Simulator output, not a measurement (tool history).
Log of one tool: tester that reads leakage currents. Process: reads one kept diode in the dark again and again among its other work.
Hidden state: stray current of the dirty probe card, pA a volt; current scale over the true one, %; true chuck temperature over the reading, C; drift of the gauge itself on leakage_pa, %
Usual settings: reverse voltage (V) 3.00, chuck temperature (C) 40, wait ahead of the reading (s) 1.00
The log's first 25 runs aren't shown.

run      day  reverse voltage (V)  chuck temperature (C)  wait ahead of the reading (s)  hours of work since the probe card was cleaned  hours of work since the tester was calibrated  hours of work since the chuck was calibrated  current that the tester gives (pA)
     120.608  -- chuck's temperature calibrated
 26  122.604                 7.81                     42                           3.66                                            1999                                           2182                                            25                              793.40
 27  126.458                 7.81                     42                           3.66                                            2047                                           2229                                            72                              783.00
 28  131.425                 7.81                     42                           3.66                                            2108                                           2290                                           133                              789.98
 29  134.458                 6.26                     47                           1.41                                            2145                                           2328                                           171                             1113.57
 30  141.717                 3.00                     31                           1.00                                            2235                                           2417                                           260                              218.75
 31  146.033                 1.15                     52                           0.32                                            2288                                           2471                                           313                              964.62
     147.383  -- probe card cleaned and baked
 32  150.488                 2.64                     24                           1.00                                              38                                           2524                                           367                              110.49
 33  156.233                 5.02                     25                           8.32                                             109                                           2595                                           438                              148.06
 34  159.958                 9.38                     59                           0.98                                             155                                           2641                                           484                             3306.15
 35  166.700                 9.38                     50                           0.98                                             238                                           2724                                           567                             1630.73
 36  171.667                 3.00                     40                           0.36                                             299                                           2785                                           628                              489.71
 37  178.696                 3.00                     40                           0.36                                             386                                           2872                                           714                              490.61
 38  182.067                 1.11                     27                           1.32                                             428                                           2913                                           756                              109.19
 39  186.292                 3.00                     55                           2.46                                             480                                           2965                                           808                             1669.66
 40  190.400                 2.96                     40                           1.22                                             530                                           3016                                           859                              483.80

Forecast each of these 3 alternatives for the next run:
     195.883  -- chuck's temperature calibrated
  A  196.725                 3.00                     34                           1.00                                             607                                           3093                                            10                                   ?
     195.883  -- chuck's temperature calibrated
  B  196.725                16.54                     38                           1.03                                             607                                           3093                                            10                                   ?
     195.883  -- chuck's temperature calibrated
  C  196.725                 4.54                     25                           8.37                                             607                                           3093                                            10                                   ?

run  current that the tester gives (pA)
  A                              288.07
  B                              715.50
  C                              143.28
Without the tool's hidden state the same runs would have given:
run  current that the tester gives (pA)
  A                              288.11
  B                              715.58
  C                              143.29
